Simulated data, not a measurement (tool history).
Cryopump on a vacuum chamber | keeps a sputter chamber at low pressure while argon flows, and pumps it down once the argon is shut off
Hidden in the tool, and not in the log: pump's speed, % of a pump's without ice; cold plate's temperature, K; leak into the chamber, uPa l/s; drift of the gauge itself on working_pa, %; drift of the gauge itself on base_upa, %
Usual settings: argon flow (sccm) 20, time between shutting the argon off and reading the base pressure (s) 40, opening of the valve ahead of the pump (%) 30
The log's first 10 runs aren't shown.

run     day  argon flow (sccm)  time between shutting the argon off and reading the base pressure (s)  opening of the valve ahead of the pump (%)  hours of work since the pump was warmed up and emptied  hours of work since the cold head was overhauled  hours of work since the chamber's fittings were tightened  pressure while argon flows (Pa)  pressure after the wait (uPa)
 11   4.750                 20                                                                     40                                          30                                                     169                                               169                                                        821                           0.1048                           3.63
 12   5.471                 20                                                                     40                                          30                                                     184                                               184                                                        836                           0.1047                           3.71
 13   6.017                 20                                                                     40                                          30                                                     196                                               196                                                        847                           0.1066                           3.65
 14   6.762                 20                                                                     40                                          30                                                     211                                               211                                                        863                           0.1069                           3.76
 15   7.412                 20                                                                     40                                          30                                                     225                                               225                                                        876                           0.1082                           4.04
 16   7.917                 20                                                                     40                                          30                                                     235                                               235                                                        887                           0.1080                           3.93
 17   8.612                 15                                                                     40                                          17                                                     250                                               250                                                        901                           0.1377                           4.05
 18   9.421                 26                                                                     29                                          57                                                     266                                               266                                                        918                           0.0831                           4.62
 19   9.838                 39                                                                    106                                          34                                                     275                                               275                                                        926                           0.1909                           3.55
 20  10.308                  8                                                                    206                                          30                                                     285                                               285                                                        936                           0.0449                           3.32
 21  11.079                 24                                                                     98                                          30                                                     301                                               301                                                        952                           0.1340                           3.85

Run 22 comes next. What will it give?
     11.400  -- pump warmed up, emptied and cooled again
 22  11.971                 15                                                                    174                                          30                                                      12                                               315                                                        966                                ?                              ?

{"run 22": {"pressure while argon flows (Pa)": 0.0752, "pressure after the wait (uPa)": 2.69}}
Without the tool's hidden state the same run would have given pressure while argon flows (Pa) 0.0748, pressure after the wait (uPa) 0.53.

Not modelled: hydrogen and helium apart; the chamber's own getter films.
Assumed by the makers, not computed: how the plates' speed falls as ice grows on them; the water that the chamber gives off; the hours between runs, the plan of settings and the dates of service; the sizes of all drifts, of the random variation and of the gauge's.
